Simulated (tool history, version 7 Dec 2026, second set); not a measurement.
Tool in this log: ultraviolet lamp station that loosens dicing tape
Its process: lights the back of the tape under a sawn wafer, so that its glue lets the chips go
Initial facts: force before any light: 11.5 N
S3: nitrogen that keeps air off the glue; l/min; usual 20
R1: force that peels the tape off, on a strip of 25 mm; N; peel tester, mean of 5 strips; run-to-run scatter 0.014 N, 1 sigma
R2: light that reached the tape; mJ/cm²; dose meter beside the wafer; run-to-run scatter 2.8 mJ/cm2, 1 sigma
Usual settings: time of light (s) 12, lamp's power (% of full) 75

run 1 day=0 | time_of_light_(s)=12 lamp's_power_(%_of_full)=75 S3=20 | R1=0.674 R2=407
run 2 day=0.875 | time_of_light_(s)=12 lamp's_power_(%_of_full)=75 S3=20 | R1=0.699 R2=406
run 3 day=1.404 | time_of_light_(s)=12 lamp's_power_(%_of_full)=75 S3=20 | R1=0.672 R2=396
run 4 day=1.854 | time_of_light_(s)=12 lamp's_power_(%_of_full)=75 S3=20 | R1=0.671 R2=402
run 5 day=2.758 | time_of_light_(s)=8 lamp's_power_(%_of_full)=75 S3=20 | R1=1.53 R2=269
run 6 day=3.404 | time_of_light_(s)=8 lamp's_power_(%_of_full)=75 S3=12 | R1=2.048 R2=272
run 7 day=3.788 | time_of_light_(s)=12 lamp's_power_(%_of_full)=78 S3=31 | R1=0.46 R2=420
run 8 day=4.321 | time_of_light_(s)=17 lamp's_power_(%_of_full)=78 S3=33 | R1=0.271 R2=597
run 9 day=4.738 | time_of_light_(s)=12 lamp's_power_(%_of_full)=83 S3=6 | R1=1.386 R2=447
run 10 day=5.433 | time_of_light_(s)=18 lamp's_power_(%_of_full)=62 S3=20 | R1=0.425 R2=501
run 11 day=6.062 | time_of_light_(s)=12 lamp's_power_(%_of_full)=96 S3=18 | R1=0.453 R2=512
run 12 day=6.525 | time_of_light_(s)=7 lamp's_power_(%_of_full)=81 S3=9 | R1=2.72 R2=255

Forecast each of these 4 alternatives for the next run:
run A day=7.121 | time_of_light_(s)=11 lamp's_power_(%_of_full)=81 S3=9 | R1=? R2=?
run B day=7.121 | time_of_light_(s)=7 lamp's_power_(%_of_full)=91 S3=9 | R1=? R2=?
run C day=7.121 | time_of_light_(s)=7 lamp's_power_(%_of_full)=81 S3=9 | R1=? R2=?
run D day=7.121 | time_of_light_(s)=14 lamp's_power_(%_of_full)=81 S3=9 | R1=? R2=?

run=A R1=1.266 R2=395
run=B R1=2.223 R2=282
run=C R1=2.652 R2=250
run=D R1=0.759 R2=500
With no hidden state in the tool, these same runs would have given:
run=A R1=1.261 R2=396
run=B R1=2.217 R2=282
run=C R1=2.645 R2=251
run=D R1=0.756 R2=501
